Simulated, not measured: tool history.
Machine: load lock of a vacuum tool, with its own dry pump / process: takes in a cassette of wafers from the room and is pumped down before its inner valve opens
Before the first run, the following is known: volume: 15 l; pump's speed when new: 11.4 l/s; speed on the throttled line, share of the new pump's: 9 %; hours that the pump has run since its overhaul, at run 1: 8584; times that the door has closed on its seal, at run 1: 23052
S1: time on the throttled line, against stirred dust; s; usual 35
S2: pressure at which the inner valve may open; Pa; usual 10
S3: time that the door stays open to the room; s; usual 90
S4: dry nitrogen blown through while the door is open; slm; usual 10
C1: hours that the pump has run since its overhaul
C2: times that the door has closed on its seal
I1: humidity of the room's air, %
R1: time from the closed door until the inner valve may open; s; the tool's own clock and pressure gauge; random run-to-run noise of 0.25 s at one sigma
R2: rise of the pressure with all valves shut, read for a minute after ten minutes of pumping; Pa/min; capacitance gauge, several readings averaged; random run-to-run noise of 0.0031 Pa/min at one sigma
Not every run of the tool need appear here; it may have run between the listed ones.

run	hour	S1	S2	S3	S4	C1	C2	I1	R1	R2
1	0	35	10	90	10	8584	23052	45.5	45	0.143
2	130.6	35	10	45	10	8715	23418	43.3	45	0.134
3	311.2	35	10	98	10	8895	23924	44.8	45.1	0.15
4	470.1	35	10	98	10	9054	24369	45.9	44.9	0.154
5	626	35	10	98	10	9210	24806	45.2	44.8	0.159
6	853.6	54	10	90	10	9438	25444	45.8	62.4	0.16
7	975.2	18	15	90	10	9559	25785	42.5	29	0.145
8	1140.7	35	10	34	39	9725	26249	40.9	44.9	0.105
9	1366.8	35	10	34	39	9951	26882	42.9	44.8	0.113
10	1588.9	35	10	34	39	10173	27504	45.9	45.2	0.107
11	1846.1	27	11	91	36	10430	28225	51.8	37.8	0.125

What if the next run were any one of these 5? Each begins from the tool's condition after run 11:
A	2032.9	27	11	144	36	10617	28749	45.7	?	?
B	2032.9	19	7	96	36	10617	28749	42.3	?	?
C	2032.9	35	8	90	25	10617	28749	42.8	?	?
D	2032.9	35	10	90	6	10617	28749	43.3	?	?
E	2032.9	35	10	90	8	10617	28749	44.3	?	?

run	R1	R2
A	38.3	0.133
B	31.2	0.125
C	45.4	0.135
D	44.9	0.182
E	45.6	0.173
Without the tool's hidden state the same runs would have given:
run	R1	R2
A	37	0.047
B	29.7	0.04
C	44.1	0.048
D	43.7	0.096
E	44.3	0.087

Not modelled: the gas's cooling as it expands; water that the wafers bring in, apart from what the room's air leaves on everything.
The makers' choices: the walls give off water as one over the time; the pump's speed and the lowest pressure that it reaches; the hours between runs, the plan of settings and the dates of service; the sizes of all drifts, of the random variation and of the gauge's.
